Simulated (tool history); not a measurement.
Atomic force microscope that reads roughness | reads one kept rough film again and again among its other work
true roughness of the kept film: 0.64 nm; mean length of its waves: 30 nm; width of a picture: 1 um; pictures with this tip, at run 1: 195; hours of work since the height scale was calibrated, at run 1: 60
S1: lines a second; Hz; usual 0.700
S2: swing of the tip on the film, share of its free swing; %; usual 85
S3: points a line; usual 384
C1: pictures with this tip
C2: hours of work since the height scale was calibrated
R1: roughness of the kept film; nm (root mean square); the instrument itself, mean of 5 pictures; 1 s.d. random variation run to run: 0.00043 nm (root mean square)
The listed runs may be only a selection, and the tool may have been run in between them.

run,day,S1,S2,S3,C1,C2,R1
1,0.000,0.700,85,384,195,60,0.5916
2,0.321,0.700,85,384,205,66,0.5911
3,0.654,0.700,85,384,216,72,0.5903
4,0.879,0.700,85,384,223,75,0.5915
5,1.212,0.700,85,384,234,81,0.5902
6,1.546,0.700,85,384,245,87,0.5905
7,2.017,0.700,85,384,260,95,0.5910
8,2.425,0.700,85,384,273,101,0.5889
9,2.762,1.608,85,384,284,107,0.5550
10,3.046,1.608,85,384,293,112,0.5553
11,3.425,1.608,85,384,306,118,0.5550
12,3.796,1.608,89,384,318,125,0.5437
13,4.229,2.630,89,384,332,132,0.5049
14,4.454,2.630,89,384,339,136,0.5043
15,4.725,1.879,63,783,348,140,0.5971
16,5.038,2.214,89,974,358,146,0.5227
# day 5.146: new tip fitted
17,5.425,0.515,85,780,9,152,0.6060
18,5.683,1.759,74,637,17,156,0.5862
19,5.912,0.700,61,820,24,160,0.6204

What if the next run were any one of these 4? Each begins from the tool's condition after run 19:
A,6.242,2.949,69,384,35,166,?
B,6.242,3.418,78,401,35,166,?
C,6.242,1.112,71,787,35,166,?
D,6.242,0.700,61,354,35,166,?

run,R1
A,0.5731
B,0.5335
C,0.6046
D,0.6156
Had the tool no hidden state, the same runs would have come out as:
run,R1
A,0.5746
B,0.5350
C,0.6063
D,0.6173
